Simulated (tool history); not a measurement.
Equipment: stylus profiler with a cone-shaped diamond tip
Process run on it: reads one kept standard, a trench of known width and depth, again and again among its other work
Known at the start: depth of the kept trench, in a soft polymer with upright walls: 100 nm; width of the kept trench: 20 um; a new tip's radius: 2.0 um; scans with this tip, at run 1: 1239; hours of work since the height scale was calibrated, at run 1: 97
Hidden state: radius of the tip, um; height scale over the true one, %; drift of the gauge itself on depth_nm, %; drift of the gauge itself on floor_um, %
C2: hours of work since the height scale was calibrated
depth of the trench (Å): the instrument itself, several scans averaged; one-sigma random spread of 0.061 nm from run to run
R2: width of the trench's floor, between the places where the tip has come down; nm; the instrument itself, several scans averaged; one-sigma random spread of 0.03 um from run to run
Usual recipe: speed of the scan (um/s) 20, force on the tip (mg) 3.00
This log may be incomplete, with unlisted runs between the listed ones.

{"run": 1, "hour": 0.0, "speed of the scan (um/s)": 20, "force on the tip (mg)": 3.0, "scans with this tip": 1239, "C2": 97, "depth of the trench (Å)": 1018.2, "R2": 18700}
{"run": 2, "hour": 15.0, "speed of the scan (um/s)": 20, "force on the tip (mg)": 3.0, "scans with this tip": 1345, "C2": 106, "depth of the trench (Å)": 1017.8, "R2": 18700}
{"run": 3, "hour": 34.3, "speed of the scan (um/s)": 20, "force on the tip (mg)": 3.0, "scans with this tip": 1482, "C2": 116, "depth of the trench (Å)": 1018.3, "R2": 18670}
{"run": 4, "hour": 54.0, "speed of the scan (um/s)": 20, "force on the tip (mg)": 3.0, "scans with this tip": 1621, "C2": 127, "depth of the trench (Å)": 1018.5, "R2": 18730}
{"run": 5, "hour": 67.1, "speed of the scan (um/s)": 20, "force on the tip (mg)": 3.0, "scans with this tip": 1714, "C2": 135, "depth of the trench (Å)": 1018.5, "R2": 18740}
{"run": 6, "hour": 83.4, "speed of the scan (um/s)": 20, "force on the tip (mg)": 3.0, "scans with this tip": 1829, "C2": 144, "depth of the trench (Å)": 1017.9, "R2": 18670}
{"run": 7, "hour": 92.3, "speed of the scan (um/s)": 20, "force on the tip (mg)": 3.0, "scans with this tip": 1892, "C2": 149, "depth of the trench (Å)": 1016.8, "R2": 18760}
{"run": 8, "hour": 108.4, "speed of the scan (um/s)": 20, "force on the tip (mg)": 3.0, "scans with this tip": 2006, "C2": 158, "depth of the trench (Å)": 1018.1, "R2": 18690}
{"run": 9, "hour": 128.5, "speed of the scan (um/s)": 20, "force on the tip (mg)": 3.0, "scans with this tip": 2148, "C2": 169, "depth of the trench (Å)": 1017.2, "R2": 18650}
{"run": 10, "hour": 141.1, "speed of the scan (um/s)": 20, "force on the tip (mg)": 3.0, "scans with this tip": 2238, "C2": 176, "depth of the trench (Å)": 1018.6, "R2": 18720}
{"run": 11, "hour": 153.6, "speed of the scan (um/s)": 20, "force on the tip (mg)": 3.0, "scans with this tip": 2327, "C2": 183, "depth of the trench (Å)": 1018.4, "R2": 18680}
{"run": 12, "hour": 172.0, "speed of the scan (um/s)": 20, "force on the tip (mg)": 3.0, "scans with this tip": 2457, "C2": 193, "depth of the trench (Å)": 1018.2, "R2": 18700}
{"run": 13, "hour": 189.2, "speed of the scan (um/s)": 20, "force on the tip (mg)": 3.0, "scans with this tip": 2579, "C2": 203, "depth of the trench (Å)": 1018.7, "R2": 18670}
{"run": 14, "hour": 200.5, "speed of the scan (um/s)": 20, "force on the tip (mg)": 2.21, "scans with this tip": 2659, "C2": 209, "depth of the trench (Å)": 1014.8, "R2": 18620}
{"run": 15, "hour": 213.5, "speed of the scan (um/s)": 20, "force on the tip (mg)": 2.21, "scans with this tip": 2751, "C2": 216, "depth of the trench (Å)": 1015.5, "R2": 18660}
{"run": 16, "hour": 226.2, "speed of the scan (um/s)": 20, "force on the tip (mg)": 2.21, "scans with this tip": 2840, "C2": 223, "depth of the trench (Å)": 1015.6, "R2": 18660}
{"run": 17, "hour": 240.5, "speed of the scan (um/s)": 20, "force on the tip (mg)": 2.21, "scans with this tip": 2942, "C2": 231, "depth of the trench (Å)": 1015.1, "R2": 18720}
{"run": 18, "hour": 254.6, "speed of the scan (um/s)": 20, "force on the tip (mg)": 2.21, "scans with this tip": 3042, "C2": 239, "depth of the trench (Å)": 1015.2, "R2": 18680}
{"run": 19, "hour": 270.0, "speed of the scan (um/s)": 20, "force on the tip (mg)": 2.21, "scans with this tip": 3151, "C2": 248, "depth of the trench (Å)": 1014.4, "R2": 18670}
{"run": 20, "hour": 283.3, "speed of the scan (um/s)": 20, "force on the tip (mg)": 2.68, "scans with this tip": 3245, "C2": 255, "depth of the trench (Å)": 1016.9, "R2": 18680}
{"run": 21, "hour": 293.3, "speed of the scan (um/s)": 20, "force on the tip (mg)": 2.68, "scans with this tip": 3316, "C2": 261, "depth of the trench (Å)": 1016.8, "R2": 18670}
{"run": 22, "hour": 306.0, "speed of the scan (um/s)": 20, "force on the tip (mg)": 2.68, "scans with this tip": 3406, "C2": 268, "depth of the trench (Å)": 1016.8, "R2": 18690}
{"run": 23, "hour": 323.6, "speed of the scan (um/s)": 15, "force on the tip (mg)": 3.0, "scans with this tip": 3530, "C2": 277, "depth of the trench (Å)": 1017.6, "R2": 18740}
{"run": 24, "hour": 341.4, "speed of the scan (um/s)": 20, "force on the tip (mg)": 6.48, "scans with this tip": 3656, "C2": 287, "depth of the trench (Å)": 1029.5, "R2": 18770}
{"run": 25, "hour": 350.3, "speed of the scan (um/s)": 70, "force on the tip (mg)": 3.0, "scans with this tip": 3720, "C2": 292, "depth of the trench (Å)": 1018.3, "R2": 18580}
{"run": 26, "hour": 370.1, "speed of the scan (um/s)": 39, "force on the tip (mg)": 8.51, "scans with this tip": 3860, "C2": 303, "depth of the trench (Å)": 1037.7, "R2": 18700}
{"run": 27, "hour": 388.8, "speed of the scan (um/s)": 72, "force on the tip (mg)": 1.08, "scans with this tip": 3992, "C2": 314, "depth of the trench (Å)": 1008.8, "R2": 18330}
{"run": 28, "hour": 406.9, "speed of the scan (um/s)": 72, "force on the tip (mg)": 1.08, "scans with this tip": 4120, "C2": 324, "depth of the trench (Å)": 1009.7, "R2": 18450}
{"run": 29, "hour": 415.1, "speed of the scan (um/s)": 10, "force on the tip (mg)": 5.01, "scans with this tip": 4178, "C2": 328, "depth of the trench (Å)": 1025.0, "R2": 18750}
{"run": 30, "hour": 433.7, "speed of the scan (um/s)": 11, "force on the tip (mg)": 6.02, "scans with this tip": 4310, "C2": 339, "depth of the trench (Å)": 1029.3, "R2": 18750}
{"run": 31, "hour": 449.6, "speed of the scan (um/s)": 61, "force on the tip (mg)": 1.71, "scans with this tip": 4422, "C2": 347, "depth of the trench (Å)": 1011.1, "R2": 18510}
{"run": 32, "hour": 466.1, "speed of the scan (um/s)": 20, "force on the tip (mg)": 5.17, "scans with this tip": 4540, "C2": 357, "depth of the trench (Å)": 1027.3, "R2": 18730}
{"run": 33, "hour": 476.8, "speed of the scan (um/s)": 20, "force on the tip (mg)": 2.41, "scans with this tip": 4616, "C2": 363, "depth of the trench (Å)": 1017.2, "R2": 18710}
{"run": 34, "hour": 490.6, "speed of the scan (um/s)": 20, "force on the tip (mg)": 2.41, "scans with this tip": 4713, "C2": 370, "depth of the trench (Å)": 1016.1, "R2": 18720}
{"run": 35, "hour": 499.9, "speed of the scan (um/s)": 20, "force on the tip (mg)": 2.41, "scans with this tip": 4779, "C2": 375, "depth of the trench (Å)": 1016.1, "R2": 18670}
{"run": 36, "hour": 515.2, "speed of the scan (um/s)": 20, "force on the tip (mg)": 2.41, "scans with this tip": 4888, "C2": 384, "depth of the trench (Å)": 1015.8, "R2": 18710}
{"run": 37, "hour": 528.2, "speed of the scan (um/s)": 20, "force on the tip (mg)": 2.41, "scans with this tip": 4979, "C2": 391, "depth of the trench (Å)": 1015.1, "R2": 18690}
{"run": 38, "hour": 542.8, "speed of the scan (um/s)": 20, "force on the tip (mg)": 1.37, "scans with this tip": 5083, "C2": 399, "depth of the trench (Å)": 1010.8, "R2": 18650}
{"run": 39, "hour": 560.9, "speed of the scan (um/s)": 41, "force on the tip (mg)": 8.4, "scans with this tip": 5211, "C2": 409, "depth of the trench (Å)": 1037.2, "R2": 18700}
{"run": 40, "hour": 577.7, "speed of the scan (um/s)": 41, "force on the tip (mg)": 8.4, "scans with this tip": 5330, "C2": 419, "depth of the trench (Å)": 1035.9, "R2": 18700}
{"run": 41, "hour": 589.2, "speed of the scan (um/s)": 15, "force on the tip (mg)": 4.01, "scans with this tip": 5411, "C2": 425, "depth of the trench (Å)": 1022.0, "R2": 18690}
{"run": 42, "hour": 605.5, "speed of the scan (um/s)": 23, "force on the tip (mg)": 3.75, "scans with this tip": 5527, "C2": 434, "depth of the trench (Å)": 1021.2, "R2": 18710}
{"run": 43, "hour": 614.6, "speed of the scan (um/s)": 23, "force on the tip (mg)": 3.75, "scans with this tip": 5591, "C2": 439, "depth of the trench (Å)": 1021.7, "R2": 18640}
{"run": 44, "hour": 630.6, "speed of the scan (um/s)": 6, "force on the tip (mg)": 4.69, "scans with this tip": 5704, "C2": 448, "depth of the trench (Å)": 1024.9, "R2": 18750}
{"run": 45, "hour": 649.1, "speed of the scan (um/s)": 6, "force on the tip (mg)": 4.69, "scans with this tip": 5835, "C2": 458, "depth of the trench (Å)": 1024.8, "R2": 18710}
{"run": 46, "hour": 664.6, "speed of the scan (um/s)": 57, "force on the tip (mg)": 1.53, "scans with this tip": 5945, "C2": 467, "depth of the trench (Å)": 1011.9, "R2": 18520}

Alternative continuations, all from the tool just after run 46; predict every row:
{"run": "A", "hour": 672.9, "speed of the scan (um/s)": 57, "force on the tip (mg)": 5.57, "scans with this tip": 6004, "C2": 472, "depth of the trench (Å)": "?", "R2": "?"}
{"run": "B", "hour": 672.9, "speed of the scan (um/s)": 8, "force on the tip (mg)": 3.99, "scans with this tip": 6004, "C2": 472, "depth of the trench (Å)": "?", "R2": "?"}
{"run": "C", "hour": 672.9, "speed of the scan (um/s)": 72, "force on the tip (mg)": 1.15, "scans with this tip": 6004, "C2": 472, "depth of the trench (Å)": "?", "R2": "?"}
{"run": "D", "hour": 672.9, "speed of the scan (um/s)": 56, "force on the tip (mg)": 4.03, "scans with this tip": 6004, "C2": 472, "depth of the trench (Å)": "?", "R2": "?"}
{"run": "E", "hour": 672.9, "speed of the scan (um/s)": 22, "force on the tip (mg)": 1.53, "scans with this tip": 6004, "C2": 472, "depth of the trench (Å)": "?", "R2": "?"}

run=A depth_of_the_trench_(Å)=1027.3 R2=18600
run=B depth_of_the_trench_(Å)=1021.1 R2=18710
run=C depth_of_the_trench_(Å)=1010.1 R2=18410
run=D depth_of_the_trench_(Å)=1022.5 R2=18620
run=E depth_of_the_trench_(Å)=1011.9 R2=18640
With no hidden state in the tool, these same runs would have given:
run=A depth_of_the_trench_(Å)=1027.4 R2=18600
run=B depth_of_the_trench_(Å)=1021.2 R2=18720
run=C depth_of_the_trench_(Å)=1010.1 R2=18420
run=D depth_of_the_trench_(Å)=1022.6 R2=18620
run=E depth_of_the_trench_(Å)=1011.9 R2=18650

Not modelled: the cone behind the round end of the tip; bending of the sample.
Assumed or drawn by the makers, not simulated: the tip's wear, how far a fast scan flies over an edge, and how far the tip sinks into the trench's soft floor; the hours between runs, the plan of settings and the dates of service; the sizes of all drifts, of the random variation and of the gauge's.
